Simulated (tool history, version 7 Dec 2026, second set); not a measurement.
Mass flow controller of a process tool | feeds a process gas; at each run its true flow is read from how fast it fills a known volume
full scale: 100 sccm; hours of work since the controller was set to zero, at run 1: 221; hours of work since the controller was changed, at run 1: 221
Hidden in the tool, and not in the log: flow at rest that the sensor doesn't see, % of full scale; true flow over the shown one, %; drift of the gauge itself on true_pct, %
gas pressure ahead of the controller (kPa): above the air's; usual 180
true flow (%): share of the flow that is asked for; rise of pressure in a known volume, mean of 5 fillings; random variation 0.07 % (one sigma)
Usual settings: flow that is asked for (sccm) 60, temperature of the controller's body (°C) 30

run      day  flow that is asked for (sccm)  gas pressure ahead of the controller (kPa)  temperature of the controller's body (°C)  hours of work since the controller was set to zero  hours of work since the controller was changed  true flow (%)
  1        0                             60                                         180                                         30                                                 221                                             221          98.27
  2    7.912                             60                                         180                                         30                                                 371                                             371          98.16
  3   13.288                             60                                         180                                         30                                                 472                                             472          98.09
  4   24.679                             60                                         180                                         30                                                 688                                             688           97.9
  5   35.238                             60                                         180                                         36                                                 887                                             887          97.18
  6   46.704                             60                                         180                                         30                                                1104                                            1104          97.82
  7   57.779                             60                                         180                                         30                                                1314                                            1314          97.68
  8   67.112                             60                                         180                                         30                                                1490                                            1490          97.61
  9   79.212                             60                                         254                                         30                                                1719                                            1719          97.93
 10   88.525                             60                                         253                                         30                                                1895                                            1895          97.81
 11   98.362                             60                                         253                                         30                                                2081                                            2081           97.7
 12  106.862                             60                                         217                                         30                                                2242                                            2242          97.47
 13  115.954                             60                                         217                                         30                                                2414                                            2414          97.31
 14  126.525                             60                                         180                                         30                                                2613                                            2613          97.18
 15  133.938                             60                                         180                                         37                                                2754                                            2754          96.28
 16  142.179                             60                                         187                                         37                                                2909                                            2909          96.39
 17  148.079                             60                                         180                                         30                                                3021                                            3021          96.95
 18  160.171                             60                                         180                                         30                                                3250                                            3250           96.9
 19  166.188                             60                                         180                                         30                                                3364                                            3364           96.8
 20  172.388                             60                                         180                                         30                                                3481                                            3481          96.71
 21  181.625                             60                                         180                                         30                                                3655                                            3655          96.67
 22  191.767                             60                                         180                                         30                                                3847                                            3847          96.53
 23  200.658                             60                                         271                                         30                                                4015                                            4015          96.97
 24  210.529                             60                                         271                                         30                                                4202                                            4202          96.77
 25  219.921                             60                                         182                                         31                                                4380                                            4380          96.16
 26  226.808                             44                                         256                                         31                                                4510                                            4510          95.67
 27  238.858                             96                                         180                                         30                                                4738                                            4738           97.3
 28  245.662                             12                                         180                                         30                                                4866                                            4866          89.55
 29  254.783                             18                                         223                                         25                                                5039                                            5039          92.68
 30  260.158                             18                                         223                                         25                                                5140                                            5140          92.33
 31  269.575                             62                                         197                                         31                                                5318                                            5318          95.95
 32  279.338                             62                                         197                                         31                                                5503                                            5503          95.95
 33  286.029                             60                                         268                                         29                                                5630                                            5630          96.24
 34  296.146                             60                                         268                                         38                                                5821                                            5821          95.31
 35  303.712                             43                                         166                                         24                                                5964                                            5964          95.27
 36  309.233                             95                                         158                                         33                                                6068                                            6068          96.36
 37  317.925                             95                                         158                                         33                                                6233                                            6233          96.34
 38  323.538                             11                                         158                                         33                                                6339                                            6339          86.05
 39  334.933                             83                                         190                                         34                                                6554                                            6554          95.96
 40  346.462                             39                                         141                                         38                                                6772                                            6772          92.71
 41    356.6                             44                                         145                                         30                                                6964                                            6964          93.93
 42  367.879                             60                                         167                                         26                                                7177                                            7177          95.39
 43  377.954                             60                                         273                                         34                                                7368                                            7368          94.94
 44  385.262                             45                                         261                                         32                                                7506                                            7506          94.09
 45  394.125                             60                                         213                                         33                                                7674                                            7674          94.74
 46  399.542                             60                                         271                                         31                                                7776                                            7776          95.05
 47  405.196                             76                                         179                                         30                                                7883                                            7883          95.46
 48  414.571                             59                                         158                                         27                                                8060                                            8060          94.72

Measured less the same run without the tool's hidden state. The same run-to-run variation is in both; the gauge's scatter may not be:
run  true flow (%)
  1          -0.46
  2          -0.52
  3          -0.56
  4          -0.67
  5          -0.76
  6          -0.85
  7          -0.95
  8          -1.03
  9          -1.13
 10          -1.22
 11           -1.3
 12          -1.37
 13          -1.45
 14          -1.54
 15          -1.61
 16          -1.68
 17          -1.73
 18          -1.82
 19          -1.89
 20          -1.94
 21          -2.02
 22          -2.11
 23          -2.19
 24          -2.27
 25          -2.36
 26           -2.9
 27             -2
 28          -8.27
 29           -6.1
 30          -6.22
 31          -2.75
 32          -2.83
 33          -2.93
 34          -3.02
 35          -3.77
 36          -2.49
 37          -2.54
 38         -11.45
 39          -2.83
 40          -4.51
 41          -4.28
 42          -3.65
 43          -3.73
 44          -4.52
 45          -3.88
 46          -3.93
 47          -3.49
 48           -4.1

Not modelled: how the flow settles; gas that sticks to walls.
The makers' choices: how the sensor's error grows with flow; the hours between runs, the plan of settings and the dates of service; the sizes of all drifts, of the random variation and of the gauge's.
